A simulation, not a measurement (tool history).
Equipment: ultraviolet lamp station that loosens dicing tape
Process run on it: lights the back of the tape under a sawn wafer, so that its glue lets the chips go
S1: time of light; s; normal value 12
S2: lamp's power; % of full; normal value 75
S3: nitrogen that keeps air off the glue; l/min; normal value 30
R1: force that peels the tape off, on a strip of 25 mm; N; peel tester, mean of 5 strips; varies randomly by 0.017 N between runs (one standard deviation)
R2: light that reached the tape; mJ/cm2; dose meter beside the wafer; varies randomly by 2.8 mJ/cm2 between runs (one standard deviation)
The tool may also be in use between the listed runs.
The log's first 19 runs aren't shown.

Run 20, day 41.408: usual settings. Result: R1 1.951 N, R2 233 mJ/cm2.
Run 21, day 43.350: usual settings but S2 93 % of full. Result: R1 1.473 N, R2 283 mJ/cm2.
Run 22, day 45.404: usual settings but S1 10 s, S2 69 % of full. Result: R1 2.711 N, R2 174 mJ/cm2.
Run 23, day 46.900: usual settings but S1 16 s, S2 98 % of full, S3 10 l/min. Result: R1 1.542 N, R2 389 mJ/cm2.
Run 24, day 48.429: usual settings but S1 10 s, S2 98 % of full, S3 50 l/min. Result: R1 1.551 N, R2 241 mJ/cm2.
Run 25, day 49.879: usual settings but S1 11 s, S2 72 % of full, S3 28 l/min. Result: R1 2.474 N, R2 195 mJ/cm2.
At day 51.421: lamp changed.
Run 26, day 52.146: usual settings but S3 14 l/min. Result: R1 1.361 N, R2 386 mJ/cm2.
Run 27, day 54.188: usual settings but S3 28 l/min. Result: R1 0.910 N, R2 382 mJ/cm2.
Run 28, day 56.400: usual settings but S3 28 l/min. Result: R1 0.905 N, R2 384 mJ/cm2.
Run 29, day 58.688: usual settings but S3 28 l/min. Result: R1 0.933 N, R2 374 mJ/cm2.
Run 30, day 61.608: usual settings but S3 28 l/min. Result: R1 0.988 N, R2 367 mJ/cm2.
Run 31, day 63.167: usual settings but S3 28 l/min. Result: R1 0.958 N, R2 368 mJ/cm2.
Run 32, day 64.604: usual settings but S1 9 s, S2 79 % of full, S3 52 l/min. Result: R1 1.102 N, R2 288 mJ/cm2.
At day 66.488: window cleaned of glue's vapour.
Run 33, day 66.825: usual settings but S1 9 s, S2 79 % of full, S3 52 l/min. Result: R1 1.051 N, R2 299 mJ/cm2.
Run 34, day 68.733: usual settings but S1 15 s, S2 74 % of full, S3 55 l/min. Result: R1 0.478 N, R2 472 mJ/cm2.
Run 35, day 70.996: usual settings but S1 22 s, S2 93 % of full, S3 10 l/min. Result: R1 0.394 N, R2 856 mJ/cm2.
Run 36, day 72.621: usual settings but S1 8 s. Result: R1 1.800 N, R2 246 mJ/cm2.
Run 37, day 74.367: usual settings but S1 8 s. Result: R1 1.796 N, R2 245 mJ/cm2.
Run 38, day 76.671: usual settings but S1 8 s. Result: R1 1.898 N, R2 240 mJ/cm2.
Run 39, day 78.712: usual settings but S1 8 s. Result: R1 1.861 N, R2 242 mJ/cm2.
Run 40, day 80.862: usual settings but S1 14 s, S2 92 % of full, S3 20 l/min. Result: R1 0.648 N, R2 513 mJ/cm2.
Run 41, day 82.121: usual settings but S1 20 s, S2 99 % of full, S3 11 l/min. Result: R1 0.439 N, R2 782 mJ/cm2.

What does the tool deliver on the next run?
Run 42, day 83.883: usual settings but S1 20 s, S2 99 % of full, S3 11 l/min. Result: R1 ?, R2 ?.

R1: 0.442 N
R2: 780 mJ/cm2
Without the tool's hidden state the same run would have given R1 0.365 N, R2 890 mJ/cm2.

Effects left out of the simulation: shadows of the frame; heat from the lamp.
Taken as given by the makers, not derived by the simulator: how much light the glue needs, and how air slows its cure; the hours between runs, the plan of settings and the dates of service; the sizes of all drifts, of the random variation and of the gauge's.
